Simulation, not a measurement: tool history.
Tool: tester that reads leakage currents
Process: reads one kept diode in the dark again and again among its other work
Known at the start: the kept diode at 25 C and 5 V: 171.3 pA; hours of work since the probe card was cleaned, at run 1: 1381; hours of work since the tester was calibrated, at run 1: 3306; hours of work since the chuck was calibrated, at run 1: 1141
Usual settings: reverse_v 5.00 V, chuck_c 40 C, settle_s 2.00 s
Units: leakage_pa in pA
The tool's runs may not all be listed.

run	hour	reverse_v	chuck_c	settle_s	hours of work since the probe card was cleaned	hours of work since the tester was calibrated	hours of work since the chuck was calibrated	leakage_pa
1	0.0	5.00	40	2.00	1381	3306	1141	656.48
# hour 103.4: probe card cleaned and baked
2	111.2	5.00	40	2.00	5	3374	1210	642.73
3	189.3	5.00	40	2.00	54	3424	1259	647.11
4	258.4	5.00	40	1.53	98	3468	1303	646.51
5	411.0	5.00	40	2.00	195	3564	1400	654.89
6	482.9	5.00	40	2.00	241	3610	1445	657.99
7	594.5	5.00	53	2.00	311	3681	1516	1710.73
8	749.0	5.00	53	2.00	409	3778	1614	1726.65
9	821.2	5.00	40	0.41	455	3824	1660	672.98
10	950.9	5.00	40	0.41	537	3906	1742	680.08
11	1086.3	5.00	40	0.41	623	3992	1828	683.12
# hour 1193.0: chuck's temperature calibrated
12	1248.8	5.00	40	3.70	725	4094	35	597.79
13	1378.6	5.00	40	3.70	807	4176	118	600.11
14	1537.5	5.00	40	1.65	908	4277	218	608.75
15	1692.2	5.00	40	1.65	1006	4375	316	614.28
16	1777.4	5.00	40	1.65	1060	4429	370	619.80
17	1926.7	5.00	40	7.89	1154	4524	465	620.60
18	2053.3	5.00	24	7.89	1234	4604	545	179.65
19	2190.4	5.00	24	7.89	1321	4691	632	181.61
20	2293.6	5.00	24	7.89	1387	4756	698	184.59
21	2368.3	5.00	24	7.89	1434	4803	745	184.05
# hour 2388.5: probe card cleaned and baked
22	2494.2	5.26	26	1.87	67	4881	823	208.39
23	2637.5	4.92	26	0.42	158	4972	914	209.29
24	2706.4	5.00	51	0.42	201	5016	957	1445.71
25	2804.1	15.13	21	1.39	263	5078	1019	216.23
26	2908.4	15.13	31	1.39	330	5144	1085	490.77
27	3052.5	5.00	28	0.76	421	5235	1177	253.76
28	3120.2	5.00	28	0.76	464	5278	1220	254.68
29	3271.4	5.00	28	0.76	560	5374	1315	258.40
30	3351.2	5.00	28	0.63	610	5424	1366	261.46
31	3501.9	5.00	28	0.63	706	5520	1461	264.13
# hour 3560.8: tester calibrated
32	3613.5	6.98	26	2.00	775	33	1531	252.51
33	3688.4	6.98	26	2.00	823	81	1578	254.77
34	3848.3	6.98	26	2.00	924	182	1680	257.28
35	3934.9	6.98	26	2.00	979	237	1735	261.07
36	4006.2	6.98	26	2.00	1024	282	1780	261.14
37	4161.2	5.00	45	2.00	1122	380	1878	997.90
# hour 4189.2: chuck's temperature calibrated
38	4299.3	2.29	40	2.41	1208	467	70	438.12
39	4429.5	5.00	40	1.22	1291	549	152	600.59

How the hidden state differs across the entries between the runs, from the last listed run before each to the first after it:
Between runs 1 and 2: probe card cleaned and baked (hour 103.4)
  stray current of the dirty probe card, pA a volt: 2.662 -> 0.034; current scale over the true one, %: 1.26 -> 1.29; true chuck temperature over the reading, C: 1.08 -> 1.14
  measured less the result without the state, leakage_pa: +72.01 -> +61.69 pA
Between runs 11 and 12: chuck's temperature calibrated (hour 1193.0)
  stray current of the dirty probe card, pA a volt: 1.231 -> 1.434; current scale over the true one, %: 1.51 -> 1.55; true chuck temperature over the reading, C: 1.76 -> -0.01
  measured less the result without the state, leakage_pa: +100.45 -> +15.83 pA
Between runs 21 and 22: probe card cleaned and baked (hour 2388.5)
  stray current of the dirty probe card, pA a volt: 2.824 -> 0.165; current scale over the true one, %: 1.8 -> 1.82; true chuck temperature over the reading, C: 0.73 -> 0.81
  measured less the result without the state, leakage_pa: +27.32 -> +17.87 pA
Between runs 31 and 32: tester calibrated (hour 3560.8)
  stray current of the dirty probe card, pA a volt: 1.421 -> 1.545; current scale over the true one, %: 2.05 -> 0.03; true chuck temperature over the reading, C: 1.48 -> 1.55
  measured less the result without the state, leakage_pa: +41.19 -> +40.20 pA
Between runs 37 and 38: chuck's temperature calibrated (hour 4189.2)
  stray current of the dirty probe card, pA a volt: 2.198 -> 2.359; current scale over the true one, %: 0.15 -> 0.19; true chuck temperature over the reading, C: 1.91 -> -0.03
  measured less the result without the state, leakage_pa: +143.33 -> +5.20 pA

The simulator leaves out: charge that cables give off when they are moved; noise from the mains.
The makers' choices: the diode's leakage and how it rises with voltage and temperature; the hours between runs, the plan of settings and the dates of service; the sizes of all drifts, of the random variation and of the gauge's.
